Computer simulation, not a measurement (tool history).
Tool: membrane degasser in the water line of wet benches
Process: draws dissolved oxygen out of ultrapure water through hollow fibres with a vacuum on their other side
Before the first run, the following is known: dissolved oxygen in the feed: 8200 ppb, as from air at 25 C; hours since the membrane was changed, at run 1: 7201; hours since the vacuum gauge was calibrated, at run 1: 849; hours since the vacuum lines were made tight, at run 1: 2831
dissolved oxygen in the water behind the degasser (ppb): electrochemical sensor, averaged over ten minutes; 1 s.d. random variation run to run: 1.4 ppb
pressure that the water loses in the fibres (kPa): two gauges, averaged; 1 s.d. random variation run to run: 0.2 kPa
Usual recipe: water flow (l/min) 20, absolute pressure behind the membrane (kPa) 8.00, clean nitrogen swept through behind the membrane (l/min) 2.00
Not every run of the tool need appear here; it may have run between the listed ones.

run	hour	water flow (l/min)	absolute pressure behind the membrane (kPa)	clean nitrogen swept through behind the membrane (l/min)	hours since the membrane was changed	hours since the vacuum gauge was calibrated	hours since the vacuum lines were made tight	dissolved oxygen in the water behind the degasser (ppb)	pressure that the water loses in the fibres (kPa)
1	0.0	20	8.00	2.00	7201	849	2831	145.6	44.50
2	233.9	20	8.00	2.00	7435	1083	3065	144.9	44.67
3	337.5	20	8.00	2.00	7539	1186	3169	147.1	44.70
# hour 385.3: seals of the vacuum lines changed
4	540.0	20	8.00	2.00	7739	1387	155	145.2	44.57
5	765.2	20	10.60	2.00	7965	1612	380	211.1	44.76
6	913.4	20	8.00	2.00	8113	1760	528	148.4	44.88
7	1114.4	20	8.00	2.00	8314	1961	729	150.0	44.77
8	1266.8	20	8.00	2.00	8466	2114	882	151.2	45.30
9	1408.1	20	8.00	2.00	8608	2255	1023	152.3	45.03
10	1532.5	20	8.00	2.00	8732	2379	1147	150.5	45.41
11	1775.6	20	8.00	2.00	8975	2622	1390	150.7	45.33
# hour 1861.8: membrane cartridge changed
12	1939.0	20	10.58	2.00	77	2782	1550	200.2	42.05
13	2104.9	20	10.58	2.00	243	2948	1716	202.8	42.08
14	2318.7	20	10.58	2.00	457	3161	1929	204.7	42.04
15	2430.6	20	8.00	2.00	569	3273	2041	144.6	42.21
16	2669.5	20	8.00	2.00	808	3512	2280	146.9	42.11
17	2852.3	13	8.00	2.00	990	3695	2463	87.8	27.29
18	3008.5	18	13.36	1.15	1147	3851	2619	385.3	38.22
19	3123.5	18	13.36	1.15	1262	3966	2734	391.4	38.18
20	3252.2	18	13.36	1.15	1390	4095	2863	381.8	38.32
21	3475.8	25	8.00	2.00	1614	4318	3086	203.6	53.39
# hour 3611.2: seals of the vacuum lines changed
22	3638.8	25	5.19	4.54	1775	4479	28	84.7	53.32
23	3747.0	20	7.16	2.33	1883	4588	136	115.4	42.34
24	3862.2	20	7.16	2.33	1998	4703	251	115.7	42.99
25	4028.1	20	7.16	2.33	2164	4869	417	114.6	42.47
# hour 4211.1: vacuum gauge calibrated
26	4226.3	20	7.16	2.33	2362	15	615	104.5	42.42
27	4337.2	23	18.35	1.24	2473	126	725	622.7	48.94
28	4450.8	23	18.35	1.24	2586	240	839	622.6	49.38
29	4698.7	23	5.43	5.41	2834	488	1087	64.4	49.72
30	4879.6	23	5.43	5.41	3015	668	1268	65.4	49.48
31	5062.9	20	13.10	2.00	3199	852	1451	257.1	43.04
32	5284.1	21	16.99	2.00	3420	1073	1672	365.0	45.09
33	5474.5	21	16.99	4.12	3610	1263	1863	204.4	45.32

Below are 3 alternative next runs, each starting from the tool's condition after run 33. Predict each:
A	5582.0	20	19.44	2.00	3718	1371	1970	?	?
B	5582.0	20	6.65	2.00	3718	1371	1970	?	?
C	5582.0	28	6.70	0.89	3718	1371	1970	?	?

run	dissolved oxygen in the water behind the degasser (ppb)	pressure that the water loses in the fibres (kPa)
A	397.7	43.39
B	111.8	43.36
C	314.5	60.42
Without the tool's hidden state the same runs would have given:
run	dissolved oxygen in the water behind the degasser (ppb)	pressure that the water loses in the fibres (kPa)
A	385.8	42.06
B	102.8	42.03
C	293.6	58.56
